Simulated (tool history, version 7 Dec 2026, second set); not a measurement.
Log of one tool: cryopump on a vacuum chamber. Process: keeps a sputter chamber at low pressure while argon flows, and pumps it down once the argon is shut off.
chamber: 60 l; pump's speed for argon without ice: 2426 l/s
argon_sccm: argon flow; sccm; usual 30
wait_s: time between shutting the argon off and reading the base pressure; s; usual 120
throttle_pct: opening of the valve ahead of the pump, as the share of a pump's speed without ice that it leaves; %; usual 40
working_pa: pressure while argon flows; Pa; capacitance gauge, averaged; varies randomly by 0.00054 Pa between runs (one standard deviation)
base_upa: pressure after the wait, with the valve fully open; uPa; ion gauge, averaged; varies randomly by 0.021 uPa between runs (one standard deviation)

{"run": 1, "hour": 0.0, "argon_sccm": 30, "wait_s": 120, "throttle_pct": 40, "working_pa": 0.057, "base_upa": 1.32}
{"run": 2, "hour": 12.9, "argon_sccm": 30, "wait_s": 120, "throttle_pct": 40, "working_pa": 0.0566, "base_upa": 1.35}
{"run": 3, "hour": 20.7, "argon_sccm": 30, "wait_s": 120, "throttle_pct": 40, "working_pa": 0.0574, "base_upa": 1.37}
{"run": 4, "hour": 29.5, "argon_sccm": 30, "wait_s": 120, "throttle_pct": 40, "working_pa": 0.056, "base_upa": 1.38}
{"run": 5, "hour": 36.4, "argon_sccm": 30, "wait_s": 120, "throttle_pct": 40, "working_pa": 0.0569, "base_upa": 1.35}
{"run": 6, "hour": 48.3, "argon_sccm": 30, "wait_s": 120, "throttle_pct": 40, "working_pa": 0.0568, "base_upa": 1.35}
{"run": 7, "hour": 63.2, "argon_sccm": 22, "wait_s": 120, "throttle_pct": 40, "working_pa": 0.0423, "base_upa": 1.39}
{"run": 8, "hour": 70.5, "argon_sccm": 22, "wait_s": 120, "throttle_pct": 40, "working_pa": 0.0416, "base_upa": 1.41}
{"run": 9, "hour": 81.4, "argon_sccm": 22, "wait_s": 120, "throttle_pct": 40, "working_pa": 0.0427, "base_upa": 1.45}
{"run": 10, "hour": 94.5, "argon_sccm": 22, "wait_s": 120, "throttle_pct": 40, "working_pa": 0.0422, "base_upa": 1.43}
{"run": 11, "hour": 108.1, "argon_sccm": 30, "wait_s": 35, "throttle_pct": 40, "working_pa": 0.0582, "base_upa": 2.2}
{"run": 12, "hour": 119.5, "argon_sccm": 30, "wait_s": 20, "throttle_pct": 40, "working_pa": 0.0584, "base_upa": 3.04}
{"run": 13, "hour": 129.7, "argon_sccm": 30, "wait_s": 20, "throttle_pct": 40, "working_pa": 0.0574, "base_upa": 2.98}
{"run": 14, "hour": 136.4, "argon_sccm": 42, "wait_s": 120, "throttle_pct": 40, "working_pa": 0.0815, "base_upa": 1.5}
{"run": 15, "hour": 151.0, "argon_sccm": 42, "wait_s": 120, "throttle_pct": 40, "working_pa": 0.0807, "base_upa": 1.45}
{"run": 16, "hour": 160.2, "argon_sccm": 33, "wait_s": 26, "throttle_pct": 40, "working_pa": 0.0639, "base_upa": 2.67}
{"run": 17, "hour": 172.1, "argon_sccm": 50, "wait_s": 120, "throttle_pct": 44, "working_pa": 0.0891, "base_upa": 1.48}
{"run": 18, "hour": 186.9, "argon_sccm": 50, "wait_s": 120, "throttle_pct": 44, "working_pa": 0.0891, "base_upa": 1.52}
{"run": 19, "hour": 194.9, "argon_sccm": 12, "wait_s": 120, "throttle_pct": 36, "working_pa": 0.0251, "base_upa": 1.5}
{"run": 20, "hour": 203.2, "argon_sccm": 13, "wait_s": 164, "throttle_pct": 18, "working_pa": 0.053, "base_upa": 1.45}
{"run": 21, "hour": 214.5, "argon_sccm": 47, "wait_s": 120, "throttle_pct": 37, "working_pa": 0.0972, "base_upa": 1.57}
{"run": 22, "hour": 221.2, "argon_sccm": 47, "wait_s": 120, "throttle_pct": 37, "working_pa": 0.0996, "base_upa": 1.56}
{"run": 23, "hour": 236.6, "argon_sccm": 47, "wait_s": 55, "throttle_pct": 22, "working_pa": 0.1589, "base_upa": 1.91}
{"run": 24, "hour": 247.2, "argon_sccm": 45, "wait_s": 120, "throttle_pct": 40, "working_pa": 0.0883, "base_upa": 1.6}
{"run": 25, "hour": 259.8, "argon_sccm": 18, "wait_s": 92, "throttle_pct": 40, "working_pa": 0.0352, "base_upa": 1.64}
{"run": 26, "hour": 273.0, "argon_sccm": 18, "wait_s": 92, "throttle_pct": 40, "working_pa": 0.0357, "base_upa": 1.66}

4 ways to go on from here, each from the tool as it stands after run 26. What would each give?
{"run": "A", "hour": 286.2, "argon_sccm": 32, "wait_s": 37, "throttle_pct": 59, "working_pa": "?", "base_upa": "?"}
{"run": "B", "hour": 286.2, "argon_sccm": 30, "wait_s": 120, "throttle_pct": 59, "working_pa": "?", "base_upa": "?"}
{"run": "C", "hour": 286.2, "argon_sccm": 30, "wait_s": 24, "throttle_pct": 25, "working_pa": "?", "base_upa": "?"}
{"run": "D", "hour": 286.2, "argon_sccm": 24, "wait_s": 92, "throttle_pct": 40, "working_pa": "?", "base_upa": "?"}

run=A working_pa=0.0463 base_upa=2.35
run=B working_pa=0.0417 base_upa=1.65
run=C working_pa=0.0904 base_upa=2.91
run=D working_pa=0.0473 base_upa=1.67
The same runs, with their run-to-run variation unchanged, on a tool lacking any hidden condition would have given:
run=A working_pa=0.0386 base_upa=1.17
run=B working_pa=0.0345 base_upa=0.47
run=C working_pa=0.0832 base_upa=1.74
run=D working_pa=0.0415 base_upa=0.52

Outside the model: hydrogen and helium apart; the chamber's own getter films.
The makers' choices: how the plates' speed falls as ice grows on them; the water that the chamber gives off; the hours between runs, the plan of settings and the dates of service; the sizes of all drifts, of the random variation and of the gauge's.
